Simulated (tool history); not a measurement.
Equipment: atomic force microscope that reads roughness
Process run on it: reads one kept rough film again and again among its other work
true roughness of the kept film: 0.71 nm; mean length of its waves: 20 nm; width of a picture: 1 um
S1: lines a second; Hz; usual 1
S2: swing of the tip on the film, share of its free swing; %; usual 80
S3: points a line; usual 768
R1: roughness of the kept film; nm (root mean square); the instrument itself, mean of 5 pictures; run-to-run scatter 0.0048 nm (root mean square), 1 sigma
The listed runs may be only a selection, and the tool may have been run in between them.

Run 1, hour 0: usual settings. Result: R1 0.636 nm (root mean square).
Run 2, hour 28: usual settings but S3 316. Result: R1 0.62 nm (root mean square).
Run 3, hour 53.7: usual settings but S3 316. Result: R1 0.617 nm (root mean square).
Run 4, hour 84.2: usual settings. Result: R1 0.62 nm (root mean square).
Run 5, hour 121.1: usual settings. Result: R1 0.602 nm (root mean square).
Run 6, hour 163.2: usual settings. Result: R1 0.604 nm (root mean square).
Run 7, hour 198.3: usual settings. Result: R1 0.578 nm (root mean square).
Run 8, hour 223.2: usual settings but S2 64 %. Result: R1 0.588 nm (root mean square).
Run 9, hour 273.3: usual settings but S2 64 %. Result: R1 0.573 nm (root mean square).
At hour 300.1: new tip fitted.
Run 10, hour 319.9: usual settings but S1 0.78 Hz. Result: R1 0.651 nm (root mean square).
Run 11, hour 352.6: usual settings. Result: R1 0.63 nm (root mean square).
Run 12, hour 387.2: usual settings. Result: R1 0.609 nm (root mean square).
Run 13, hour 419: usual settings. Result: R1 0.602 nm (root mean square).
Run 14, hour 442.6: usual settings. Result: R1 0.591 nm (root mean square).
Run 15, hour 487.7: usual settings. Result: R1 0.581 nm (root mean square).
Run 16, hour 533.4: usual settings. Result: R1 0.565 nm (root mean square).
Run 17, hour 563: usual settings. Result: R1 0.557 nm (root mean square).
Run 18, hour 585.2: usual settings. Result: R1 0.559 nm (root mean square).
At hour 599.1: new tip fitted.
Run 19, hour 607.9: usual settings but S2 58 %. Result: R1 0.661 nm (root mean square).
Run 20, hour 652.6: usual settings but S2 58 %. Result: R1 0.645 nm (root mean square).
Run 21, hour 682: usual settings but S3 518. Result: R1 0.614 nm (root mean square).
Run 22, hour 711.4: usual settings but S1 2.58 Hz, S3 518. Result: R1 0.566 nm (root mean square).
Run 23, hour 733.1: usual settings but S1 2.58 Hz, S3 518. Result: R1 0.555 nm (root mean square).
Run 24, hour 783.1: usual settings but S1 2.58 Hz, S2 85 %, S3 951. Result: R1 0.536 nm (root mean square).
Run 25, hour 808.8: usual settings but S1 0.92 Hz, S2 57 %, S3 306. Result: R1 0.576 nm (root mean square).
Run 26, hour 843.3: usual settings but S1 3.71 Hz, S2 73 %, S3 315. Result: R1 0.515 nm (root mean square).

Predict the results of run 27:
Run 27, hour 880: usual settings but S1 3.71 Hz, S2 73 %, S3 315. Result: R1 ?.

Run 27 came out at R1 0.512 nm (root mean square).
Take away the tool's hidden state, keep the run-to-run variation as it was, and the same run would have given R1 0.599 nm (root mean square).

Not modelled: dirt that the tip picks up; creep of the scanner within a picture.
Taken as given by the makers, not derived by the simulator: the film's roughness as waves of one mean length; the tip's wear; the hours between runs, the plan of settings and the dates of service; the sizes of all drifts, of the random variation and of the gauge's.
